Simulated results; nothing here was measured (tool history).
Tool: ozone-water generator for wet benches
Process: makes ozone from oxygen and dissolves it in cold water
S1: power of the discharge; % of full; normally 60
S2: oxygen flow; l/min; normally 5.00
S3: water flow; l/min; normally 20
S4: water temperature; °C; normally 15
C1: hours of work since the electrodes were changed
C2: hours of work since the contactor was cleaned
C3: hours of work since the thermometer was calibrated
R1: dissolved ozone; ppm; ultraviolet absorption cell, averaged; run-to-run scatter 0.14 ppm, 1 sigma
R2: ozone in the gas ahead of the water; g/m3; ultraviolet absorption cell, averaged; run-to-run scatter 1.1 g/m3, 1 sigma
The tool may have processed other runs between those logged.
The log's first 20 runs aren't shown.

| run | hour | S1 | S2 | S3 | S4 | C1 | C2 | C3 | R1 | R2 |
|---|---|---|---|---|---|---|---|---|---|---|
| 21 | 3398.6 | 83 | 6.62 | 26 | 20 | 155 | 3167 | 4444 | 13.8 | 211.0 |
| 22 | 3536.8 | 99 | 7.77 | 14 | 17 | 268 | 3281 | 4557 | 28.3 | 219.9 |
| 23 | 3747.7 | 99 | 7.77 | 14 | 17 | 441 | 3454 | 4730 | 28.7 | 217.6 |
| 24 | 3869.8 | 99 | 4.74 | 14 | 18 | 541 | 3554 | 4830 | 29.0 | 282.3 |
| 25 | 4003.8 | 42 | 4.65 | 23 | 21 | 651 | 3664 | 4940 | 8.8 | 149.9 |
| 26 | 4195.3 | 42 | 3.02 | 15 | 21 | 808 | 3821 | 5097 | 13.2 | 184.8 |
| 27 | 4353.2 | 99 | 3.89 | 13 | 21 | 938 | 3950 | 5227 | 29.4 | 307.7 |
|  | 4395.4 | contactor cleaned |
|  | 4492.8 | water thermometer calibrated |
| 28 | 4582.8 | 99 | 3.89 | 13 | 21 | 1122 | 153 | 74 | 31.5 | 308.6 |
| 29 | 4736.8 | 99 | 3.89 | 13 | 21 | 1248 | 280 | 200 | 30.9 | 305.5 |
| 30 | 4937.1 | 93 | 3.37 | 20 | 19 | 1413 | 444 | 364 | 19.7 | 313.7 |
| 31 | 5031.8 | 93 | 3.37 | 20 | 19 | 1490 | 522 | 442 | 19.7 | 313.6 |
| 32 | 5195.5 | 60 | 5.00 | 20 | 8 | 1625 | 656 | 576 | 17.2 | 182.2 |

Below are 3 alternative next runs, each starting from the tool's condition after run 32. Predict each:
| A | 5325.3 | 60 | 5.00 | 20 | 12 | 1731 | 762 | 683 | ? | ? |
| B | 5325.3 | 60 | 5.00 | 20 | 18 | 1731 | 762 | 683 | ? | ? |
| C | 5325.3 | 60 | 5.00 | 13 | 8 | 1731 | 762 | 683 | ? | ? |

| run | R1 | R2 |
|---|---|---|
| A | 16.1 | 183.8 |
| B | 14.7 | 182.5 |
| C | 25.7 | 182.8 |
Had the tool no hidden state, the same runs would have come out as:
| run | R1 | R2 |
|---|---|---|
| A | 17.1 | 190.2 |
| B | 15.6 | 189.0 |
| C | 27.2 | 189.2 |
